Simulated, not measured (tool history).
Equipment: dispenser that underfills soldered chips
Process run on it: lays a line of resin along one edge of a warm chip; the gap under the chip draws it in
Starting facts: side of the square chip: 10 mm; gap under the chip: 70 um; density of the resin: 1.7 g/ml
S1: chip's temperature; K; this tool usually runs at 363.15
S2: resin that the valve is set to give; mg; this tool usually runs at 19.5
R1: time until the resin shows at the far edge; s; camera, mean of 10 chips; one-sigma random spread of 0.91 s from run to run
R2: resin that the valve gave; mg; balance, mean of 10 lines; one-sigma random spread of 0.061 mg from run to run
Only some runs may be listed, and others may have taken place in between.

Run 1, hour 0: usual settings. Result: R1 169.1 s, R2 19.13 mg.
At hour 4: new syringe of resin.
Run 2, hour 5.2: usual settings. Result: R1 95.6 s, R2 19.07 mg.
Run 3, hour 12.2: usual settings. Result: R1 152.7 s, R2 19.01 mg.
At hour 18: new syringe of resin.
Run 4, hour 22.6: usual settings. Result: R1 121.2 s, R2 19.09 mg.
Run 5, hour 31.1: usual settings. Result: R1 220.9 s, R2 19.04 mg.
At hour 32.2: new syringe of resin.
Run 6, hour 36.6: usual settings. Result: R1 118.9 s, R2 18.93 mg.
At hour 39.3: dispensing valve cleaned and set on the balance.
Run 7, hour 44.6: usual settings. Result: R1 192.9 s, R2 19.5 mg.
At hour 47: new syringe of resin.
Run 8, hour 51.2: usual settings. Result: R1 118.8 s, R2 19.49 mg.
At hour 60.9: new syringe of resin.
Run 9, hour 60.9: usual settings but S1 348.15 K. Result: R1 153.2 s, R2 19.47 mg.
Run 10, hour 66.8: usual settings but S1 348.15 K. Result: R1 233.4 s, R2 19.41 mg.
At hour 75.2: new syringe of resin.
Run 11, hour 77.8: usual settings but S1 365.15 K. Result: R1 101 s, R2 19.22 mg.
Run 12, hour 87.7: usual settings but S1 365.15 K. Result: R1 200 s, R2 19.39 mg.
At hour 88.9: new syringe of resin.
Run 13, hour 93.8: usual settings but S1 365.15 K. Result: R1 118.7 s, R2 19.27 mg.
Run 14, hour 99.5: usual settings but S1 365.15 K. Result: R1 175.2 s, R2 19.34 mg.
At hour 103: new syringe of resin.
Run 15, hour 108.6: usual settings but S1 369.15 K. Result: R1 105.2 s, R2 19.21 mg.
Run 16, hour 114.6: usual settings but S1 369.15 K. Result: R1 160.9 s, R2 19.16 mg.
At hour 116.7: new syringe of resin.
Run 17, hour 120.7: usual settings but S1 369.15 K, S2 24.5 mg. Result: R1 92.8 s, R2 24.04 mg.
Run 18, hour 128.8: usual settings but S1 376.15 K. Result: R1 130.9 s, R2 19 mg.
At hour 130.7: new syringe of resin.
Run 19, hour 136.8: usual settings but S1 352.15 K, S2 22.5 mg. Result: R1 200.9 s, R2 21.93 mg.
Run 20, hour 143.7: usual settings but S1 376.15 K, S2 22.7 mg. Result: R1 143.4 s, R2 22.11 mg.
At hour 145: new syringe of resin.
Run 21, hour 151.9: usual settings but S1 376.15 K, S2 22.7 mg. Result: R1 90.4 s, R2 22.22 mg.
At hour 156.4: dispensing valve cleaned and set on the balance.
At hour 159.7: new syringe of resin.
Run 22, hour 159.7: usual settings but S1 369.15 K, S2 20.2 mg. Result: R1 73.5 s, R2 20.24 mg.
Run 23, hour 164.4: usual settings but S1 369.15 K, S2 20.2 mg. Result: R1 101.7 s, R2 20.11 mg.
Run 24, hour 172: usual settings but S1 369.15 K, S2 20.2 mg. Result: R1 173.2 s, R2 20.19 mg.
At hour 173.7: new syringe of resin.
Run 25, hour 181.6: usual settings but S1 369.15 K, S2 20.2 mg. Result: R1 126.2 s, R2 20.18 mg.
At hour 187.2: new syringe of resin.
Run 26, hour 187.2: usual settings but S1 369.15 K, S2 21.9 mg. Result: R1 72.3 s, R2 21.79 mg.
Run 27, hour 192.9: usual settings but S1 356.15 K, S2 19.8 mg. Result: R1 176.2 s, R2 19.51 mg.
At hour 200.8: new syringe of resin.
Run 28, hour 200.8: usual settings but S1 375.15 K, S2 17.7 mg. Result: R1 60.8 s, R2 17.59 mg.
Run 29, hour 207.5: usual settings but S1 358.15 K. Result: R1 172 s, R2 19.23 mg.
At hour 214.4: new syringe of resin.
Run 30, hour 214.8: usual settings but S1 368.15 K, S2 22.3 mg. Result: R1 79.5 s, R2 21.94 mg.
Run 31, hour 224: usual settings but S1 358.15 K, S2 18.3 mg. Result: R1 217.3 s, R2 17.91 mg.
At hour 228.8: new syringe of resin.
Run 32, hour 231.8: usual settings but S1 374.15 K, S2 24.5 mg. Result: R1 74.7 s, R2 24.08 mg.
Run 33, hour 237.3: usual settings but S1 374.15 K, S2 24.5 mg. Result: R1 110.8 s, R2 24.17 mg.
At hour 242.5: new syringe of resin.
Run 34, hour 243: usual settings but S1 374.15 K, S2 23.1 mg. Result: R1 61.9 s, R2 22.58 mg.
Run 35, hour 251.4: usual settings but S1 366.15 K, S2 20.2 mg. Result: R1 148.4 s, R2 19.79 mg.

What if the next run were any one of these 3? Each begins from the tool's condition after run 35:
At hour 256.9: new syringe of resin.
Run A, hour 258.4: usual settings but S1 353.15 K, S2 21.5 mg. Result: R1 ?, R2 ?.
At hour 256.9: new syringe of resin.
Run B, hour 258.4: usual settings but S1 357.15 K. Result: R1 ?, R2 ?.
At hour 256.9: new syringe of resin.
Run C, hour 258.4: usual settings but S1 365.15 K, S2 20.2 mg. Result: R1 ?, R2 ?.

run     R1     R2
  A  146.6  20.97
  B  123.9  18.95
  C     95  19.68
Without the tool's unlogged condition, the same runs would have read:
run     R1     R2
  A  124.2  21.48
  B    105  19.41
  C   80.6  20.16
